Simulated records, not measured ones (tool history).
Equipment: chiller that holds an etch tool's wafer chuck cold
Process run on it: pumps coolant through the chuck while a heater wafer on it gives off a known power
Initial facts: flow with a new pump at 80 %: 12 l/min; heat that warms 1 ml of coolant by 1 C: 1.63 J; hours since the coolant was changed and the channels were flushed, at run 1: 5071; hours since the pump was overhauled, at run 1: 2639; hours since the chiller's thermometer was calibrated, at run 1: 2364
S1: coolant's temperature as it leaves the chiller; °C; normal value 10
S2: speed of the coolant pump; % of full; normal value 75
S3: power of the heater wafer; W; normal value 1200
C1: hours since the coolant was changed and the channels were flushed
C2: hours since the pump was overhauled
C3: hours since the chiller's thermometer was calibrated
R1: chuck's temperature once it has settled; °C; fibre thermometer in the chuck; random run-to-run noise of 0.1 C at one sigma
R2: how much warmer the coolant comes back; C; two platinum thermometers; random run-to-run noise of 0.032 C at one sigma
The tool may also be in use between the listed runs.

run,hour,S1,S2,S3,C1,C2,C3,R1,R2
1,0,10,75,1200,5071,2639,2364,24.7,4.18
2,42.4,10,75,1200,5113,2681,2406,24.6,4.24
# hour 113.2: coolant changed, channels flushed
3,116,10,75,1200,3,2749,2473,23.2,4.24
4,161.9,10,75,1200,49,2795,2519,22.9,4.19
5,232.7,10,75,1200,120,2865,2590,23,4.18
6,272,10,75,1200,159,2905,2630,23.1,4.21
7,336.9,10,75,944,224,2970,2694,20.4,3.27
8,371.5,10,75,944,258,3004,2729,20.5,3.33
9,440.8,10,75,944,328,3073,2798,20.4,3.29
10,508.2,10,75,944,395,3141,2866,20.4,3.38
# hour 518: coolant pump overhauled
11,563.4,12,74,889,445,45,2916,22.5,3.32
12,615.7,8,76,935,498,98,2968,18.6,3.42
13,650.2,15,72,1484,532,132,3003,32.6,5.66
14,701.5,15,72,627,583,183,3054,22.5,2.43
15,744.5,4,90,1217,626,226,3097,16.2,3.67
16,795.6,4,90,1217,677,278,3148,16,3.72
# hour 828.4: coolant pump overhauled, once more
17,837.7,4,90,1217,715,9,3185,14.9,3.25

Forecast each of these 5 alternatives for the next run:
A,868.9,15,92,1179,746,41,3216,?,?
B,868.9,15,73,1217,746,41,3216,?,?
C,868.9,15,77,1217,746,41,3216,?,?
D,868.9,2,90,1217,746,41,3216,?,?
E,868.9,0,76,1217,746,41,3216,?,?

run,R1,R2
A,25.7,3.16
B,28,4.1
C,27.5,3.84
D,12.9,3.3
E,12.8,3.91
Without the tool's hidden state the same runs would have given:
run,R1,R2
A,25.2,3.16
B,27.5,4.1
C,27,3.84
D,12.4,3.3
E,12.3,3.91

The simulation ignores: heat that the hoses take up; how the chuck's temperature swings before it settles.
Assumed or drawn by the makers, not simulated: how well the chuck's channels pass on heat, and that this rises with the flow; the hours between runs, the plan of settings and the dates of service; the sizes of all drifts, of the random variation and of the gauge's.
